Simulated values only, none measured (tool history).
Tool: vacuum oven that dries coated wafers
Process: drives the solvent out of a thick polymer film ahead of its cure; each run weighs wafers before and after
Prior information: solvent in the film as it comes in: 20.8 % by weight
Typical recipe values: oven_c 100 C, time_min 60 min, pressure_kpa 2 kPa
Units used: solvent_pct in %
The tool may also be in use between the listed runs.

run,hour,oven_c,time_min,pressure_kpa,solvent_pct
1,0,100,60,2,4.69
2,14.8,100,60,2,4.73
3,34,100,60,2,4.69
4,54.8,100,60,7.7,12.08
5,72.5,100,60,7.7,12.08
6,89.9,100,60,2,4.83
7,111.9,100,60,2,4.76
8,131.1,100,60,2,4.68
9,146.5,100,60,2,4.69
10,163.7,108,60,2,2.92
11,179,108,60,2,3.05
12,194.8,108,60,2,2.96
13,214.5,100,60,2,4.75
14,227.6,100,60,2,4.84
15,246.1,98,92,3.15,5.62
16,263.4,110,79,1.35,1.55
17,272.7,110,79,3.78,4.03
# hour 276.1: vacuum gauge cleaned of residue and calibrated
18,288.6,110,79,3.78,4.03
19,304.7,106,60,1.35,2.67
20,324.1,106,60,1.35,2.63
21,341,106,60,1.35,2.56
22,361.2,115,94,4.15,3.55
# hour 369.5: vacuum gauge cleaned of residue and calibrated, once more
23,381.5,85,60,4.92,15.09
24,391.8,85,60,4.92,15.09
25,409.3,89,67,1.39,6.68
26,426.5,87,60,4.96,14.1
27,446.2,100,60,1.23,3.96

4 ways to go on from here, each from the tool as it stands after run 27. What would each give?
A,461.2,104,35,5.39,?
B,461.2,100,60,3.64,?
C,461.2,95,77,7.62,?
D,461.2,115,60,2.42,?

run,solvent_pct
A,9.42
B,6.85
C,13.81
D,2.39
Take away the tool's hidden state, keep each run's random variation, and the runs would have read:
run,solvent_pct
A,9.35
B,6.78
C,13.71
D,2.36
